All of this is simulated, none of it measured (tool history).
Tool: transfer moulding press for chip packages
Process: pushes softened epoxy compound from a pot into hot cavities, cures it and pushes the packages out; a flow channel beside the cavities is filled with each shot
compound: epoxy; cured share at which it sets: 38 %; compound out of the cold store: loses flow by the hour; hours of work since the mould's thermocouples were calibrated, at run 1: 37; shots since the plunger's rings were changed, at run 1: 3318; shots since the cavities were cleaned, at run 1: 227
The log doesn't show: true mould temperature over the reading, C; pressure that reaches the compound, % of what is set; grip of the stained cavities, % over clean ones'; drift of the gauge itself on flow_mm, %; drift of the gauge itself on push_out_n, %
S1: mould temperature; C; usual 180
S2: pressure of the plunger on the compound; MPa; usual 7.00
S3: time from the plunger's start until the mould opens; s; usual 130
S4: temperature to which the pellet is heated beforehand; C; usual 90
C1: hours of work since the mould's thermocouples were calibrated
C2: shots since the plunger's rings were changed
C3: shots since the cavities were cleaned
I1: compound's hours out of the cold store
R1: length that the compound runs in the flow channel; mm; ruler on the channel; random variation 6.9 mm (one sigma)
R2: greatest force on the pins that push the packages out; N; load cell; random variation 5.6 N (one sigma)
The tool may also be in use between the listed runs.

run 1 hour=0.0 | S1=180 S2=7.00 S3=130 S4=90 | C1=37 C2=3318 C3=227 | I1=47.9 | R1=683 R2=252
run 2 hour=6.0 | S1=180 S2=8.73 S3=130 S4=90 | C1=40 C2=3361 C3=270 | I1=20.6 | R1=807 R2=255
run 3 hour=12.0 | S1=174 S2=7.00 S3=130 S4=90 | C1=43 C2=3404 C3=313 | I1=42.7 | R1=694 R2=378
run 4 hour=21.9 | S1=174 S2=7.00 S3=120 S4=90 | C1=48 C2=3475 C3=384 | I1=27.1 | R1=742 R2=444
run 5 hour=28.7 | S1=174 S2=7.00 S3=120 S4=90 | C1=51 C2=3523 C3=432 | I1=28.5 | R1=729 R2=458
run 6 hour=36.9 | S1=180 S2=7.00 S3=130 S4=90 | C1=55 C2=3581 C3=490 | I1=39.6 | R1=697 R2=292
run 7 hour=46.4 | S1=180 S2=7.00 S3=130 S4=90 | C1=60 C2=3649 C3=558 | I1=8.2 | R1=739 R2=304
run 8 hour=53.3 | S1=180 S2=7.00 S3=130 S4=90 | C1=64 C2=3698 C3=607 | I1=22.9 | R1=726 R2=319
-- hour=62.3 cavities cleaned with cleaning compound and waxed
run 9 hour=63.1 | S1=180 S2=7.00 S3=130 S4=86 | C1=68 C2=3757 C3=6 | I1=30.7 | R1=707 R2=198
run 10 hour=69.0 | S1=180 S2=5.88 S3=130 S4=90 | C1=71 C2=3799 C3=48 | I1=39.7 | R1=636 R2=203
run 11 hour=76.6 | S1=180 S2=5.88 S3=130 S4=90 | C1=75 C2=3853 C3=102 | I1=18.4 | R1=663 R2=209
-- hour=86.6 plunger's sealing rings changed
run 12 hour=86.7 | S1=180 S2=7.00 S3=130 S4=90 | C1=79 C2=1 C3=157 | I1=30.7 | R1=746 R2=227
run 13 hour=98.0 | S1=180 S2=7.00 S3=130 S4=90 | C1=85 C2=81 C3=237 | I1=21.0 | R1=778 R2=247
run 14 hour=105.9 | S1=180 S2=7.00 S3=130 S4=90 | C1=89 C2=137 C3=293 | I1=17.2 | R1=765 R2=268
run 15 hour=111.8 | S1=180 S2=6.06 S3=154 S4=90 | C1=92 C2=179 C3=335 | I1=45.3 | R1=672 R2=238
run 16 hour=118.3 | S1=180 S2=6.06 S3=154 S4=90 | C1=95 C2=226 C3=382 | I1=36.7 | R1=678 R2=240
run 17 hour=129.2 | S1=180 S2=6.06 S3=154 S4=90 | C1=101 C2=304 C3=460 | I1=24.4 | R1=702 R2=247
run 18 hour=138.4 | S1=180 S2=8.00 S3=128 S4=90 | C1=106 C2=369 C3=525 | I1=44.4 | R1=765 R2=295
run 19 hour=149.4 | S1=186 S2=8.30 S3=128 S4=82 | C1=111 C2=447 C3=603 | I1=16.6 | R1=827 R2=273
-- hour=159.1 cavities cleaned with cleaning compound and waxed
run 20 hour=160.2 | S1=186 S2=8.30 S3=128 S4=82 | C1=116 C2=513 C3=8 | I1=16.2 | R1=817 R2=175
run 21 hour=166.7 | S1=186 S2=8.30 S3=128 S4=82 | C1=119 C2=560 C3=55 | I1=41.4 | R1=776 R2=196
run 22 hour=173.8 | S1=172 S2=8.30 S3=128 S4=96 | C1=123 C2=610 C3=105 | I1=31.0 | R1=829 R2=352
run 23 hour=182.7 | S1=172 S2=8.30 S3=128 S4=96 | C1=128 C2=673 C3=168 | I1=19.9 | R1=847 R2=372
run 24 hour=193.8 | S1=172 S2=5.62 S3=131 S4=90 | C1=133 C2=753 C3=248 | I1=10.7 | R1=722 R2=387
run 25 hour=201.4 | S1=180 S2=5.31 S3=158 S4=86 | C1=137 C2=807 C3=302 | I1=36.5 | R1=648 R2=222
run 26 hour=212.3 | S1=180 S2=6.33 S3=158 S4=86 | C1=143 C2=884 C3=379 | I1=43.0 | R1=684 R2=240
run 27 hour=216.9 | S1=180 S2=6.52 S3=137 S4=91 | C1=145 C2=917 C3=412 | I1=16.7 | R1=741 R2=265
run 28 hour=228.0 | S1=177 S2=6.84 S3=117 S4=81 | C1=151 C2=997 C3=492 | I1=12.0 | R1=770 R2=421

4 ways to go on from here, each from the tool as it stands after run 28. What would each give?
run A hour=238.1 | S1=177 S2=6.84 S3=133 S4=95 | C1=156 C2=1068 C3=563 | I1=46.4 | R1=? R2=?
run B hour=238.1 | S1=187 S2=8.40 S3=134 S4=90 | C1=156 C2=1068 C3=563 | I1=20.0 | R1=? R2=?
run C hour=238.1 | S1=177 S2=6.00 S3=162 S4=81 | C1=156 C2=1068 C3=563 | I1=45.5 | R1=? R2=?
run D hour=238.1 | S1=180 S2=5.72 S3=166 S4=90 | C1=156 C2=1068 C3=563 | I1=31.8 | R1=? R2=?

run=A R1=721 R2=313
run=B R1=822 R2=265
run=C R1=673 R2=270
run=D R1=670 R2=264
Without the tool's hidden state the same runs would have given:
run=A R1=733 R2=205
run=B R1=836 R2=171
run=C R1=685 R2=173
run=D R1=682 R2=170
